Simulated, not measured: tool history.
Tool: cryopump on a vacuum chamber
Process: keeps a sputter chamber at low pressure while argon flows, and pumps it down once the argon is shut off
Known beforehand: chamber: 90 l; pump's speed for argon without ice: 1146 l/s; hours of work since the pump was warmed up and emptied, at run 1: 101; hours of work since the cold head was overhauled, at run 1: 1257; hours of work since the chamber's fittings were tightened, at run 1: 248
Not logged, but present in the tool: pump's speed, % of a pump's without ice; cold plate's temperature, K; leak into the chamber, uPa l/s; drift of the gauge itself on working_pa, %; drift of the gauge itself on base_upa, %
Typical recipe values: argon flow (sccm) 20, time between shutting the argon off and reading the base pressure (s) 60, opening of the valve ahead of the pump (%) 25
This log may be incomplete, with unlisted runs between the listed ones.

| run | hour | argon flow (sccm) | time between shutting the argon off and reading the base pressure (s) | opening of the valve ahead of the pump (%) | hours of work since the pump was warmed up and emptied | hours of work since the cold head was overhauled | hours of work since the chamber's fittings were tightened | pressure while argon flows (Pa) | pressure after the wait (uPa) |
|---|---|---|---|---|---|---|---|---|---|
| 1 | 0 | 20 | 60 | 25 | 101 | 1257 | 248 | 0.1187 | 2.57 |
| 2 | 19.8 | 20 | 60 | 25 | 117 | 1273 | 264 | 0.1189 | 2.59 |
| 3 | 57 | 20 | 60 | 25 | 148 | 1304 | 295 | 0.1188 | 2.59 |
| 4 | 86.4 | 20 | 60 | 25 | 173 | 1329 | 320 | 0.1184 | 2.66 |
| 5 | 107.5 | 20 | 60 | 25 | 190 | 1346 | 337 | 0.1187 | 2.65 |
| 6 | 131.4 | 20 | 60 | 25 | 210 | 1366 | 357 | 0.1196 | 2.65 |
| 7 | 161.2 | 20 | 60 | 25 | 235 | 1391 | 382 | 0.12 | 2.66 |
| 8 | 182.3 | 20 | 60 | 52 | 253 | 1408 | 399 | 0.0588 | 2.71 |
| 9 | 205.1 | 20 | 60 | 52 | 272 | 1427 | 418 | 0.059 | 2.66 |
| 10 | 238.3 | 20 | 60 | 52 | 299 | 1455 | 446 | 0.059 | 2.76 |
| 11 | 254.3 | 20 | 60 | 52 | 312 | 1468 | 459 | 0.0585 | 2.68 |
| 12 | 277.9 | 21 | 22 | 31 | 332 | 1488 | 479 | 0.1025 | 6.42 |
| 13 | 294.4 | 12 | 81 | 22 | 346 | 1501 | 493 | 0.0809 | 2.27 |
| 14 | 318.9 | 34 | 92 | 56 | 366 | 1522 | 513 | 0.0929 | 2.1 |
| 15 | 342.5 | 34 | 92 | 56 | 386 | 1542 | 533 | 0.0936 | 2.22 |
| 16 | 364.3 | 11 | 124 | 25 | 404 | 1560 | 551 | 0.0665 | 1.83 |
| 17 | 399.7 | 11 | 124 | 25 | 433 | 1589 | 580 | 0.0675 | 1.83 |
| 18 | 419.6 | 20 | 28 | 25 | 450 | 1606 | 597 | 0.1212 | 5.32 |
| 19 | 457.9 | 12 | 128 | 52 | 482 | 1637 | 629 | 0.0357 | 1.84 |

3 options for the next run, each taken on its own from the tool as it stands now. Forecast them:
| A | 477 | 12 | 128 | 23 | 498 | 1653 | 644 | ? | ? |
| B | 477 | 8 | 35 | 37 | 498 | 1653 | 644 | ? | ? |
| C | 477 | 18 | 141 | 23 | 498 | 1653 | 644 | ? | ? |

| run | pressure while argon flows (Pa) | pressure after the wait (uPa) |
|---|---|---|
| A | 0.0786 | 1.85 |
| B | 0.0328 | 4.48 |
| C | 0.1184 | 1.79 |
With no hidden state in the tool, these same runs would have given:
| run | pressure while argon flows (Pa) | pressure after the wait (uPa) |
|---|---|---|
| A | 0.0767 | 1.2 |
| B | 0.0315 | 3.82 |
| C | 0.1155 | 1.14 |
